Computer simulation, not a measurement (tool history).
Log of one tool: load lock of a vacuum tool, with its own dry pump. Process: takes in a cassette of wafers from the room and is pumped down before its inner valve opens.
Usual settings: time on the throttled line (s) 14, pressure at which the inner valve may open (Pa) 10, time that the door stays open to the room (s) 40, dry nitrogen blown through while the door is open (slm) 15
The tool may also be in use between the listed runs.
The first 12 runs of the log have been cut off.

run    hour  time on the throttled line (s)  pressure at which the inner valve may open (Pa)  time that the door stays open to the room (s)  dry nitrogen blown through while the door is open (slm)  incoming humidity of the room's air, %  time from the closed door until the inner valve may open (s)  rise of the pressure with all valves shut (Pa/min)
 13   910.5                              14                                               10                                             27                                                        6                                    47.7                                                          32.1                                               0.106
 14   962.2                              14                                               10                                            201                                                        6                                    42.3                                                          32.1                                               0.213
 15  1015.0                              14                                               10                                             40                                                       15                                    47.7                                                          31.9                                               0.118
 16  1070.9                              14                                               10                                             40                                                       15                                    45.2                                                          31.8                                               0.114
 17  1123.7                              14                                               19                                             40                                                       15                                    43.1                                                          30.5                                               0.111
 18  1219.5                              14                                               19                                             40                                                       15                                    47.2                                                          30.8                                               0.123
 19  1266.7                              14                                               10                                             70                                                       15                                    44.5                                                          32.3                                               0.140
 20  1338.9                              14                                               10                                             70                                                       15                                    44.1                                                          32.1                                               0.144
 21  1382.9                              11                                               15                                             59                                                        5                                    45.2                                                          29.2                                               0.156
 22  1469.7                              14                                               14                                             57                                                       11                                    43.9                                                          30.9                                               0.150
 23  1548.3                              14                                               10                                             51                                                       15                                    45.5                                                          32.3                                               0.149
 24  1594.7                              14                                               10                                             65                                                        9                                    44.1                                                          32.9                                               0.163
 25  1693.4                               8                                               10                                             40                                                       43                                    42.9                                                          26.6                                               0.122

What will run 26 give?
 26  1753.5                               8                                               10                                             40                                                       43                                    41.4                                                             ?                                                   ?

Run 26 measured time from the closed door until the inner valve may open (s) 27.2, rise of the pressure with all valves shut (Pa/min) 0.121.
Without the tool's hidden state the same run would have given time from the closed door until the inner valve may open (s) 26.2, rise of the pressure with all valves shut (Pa/min) 0.032.

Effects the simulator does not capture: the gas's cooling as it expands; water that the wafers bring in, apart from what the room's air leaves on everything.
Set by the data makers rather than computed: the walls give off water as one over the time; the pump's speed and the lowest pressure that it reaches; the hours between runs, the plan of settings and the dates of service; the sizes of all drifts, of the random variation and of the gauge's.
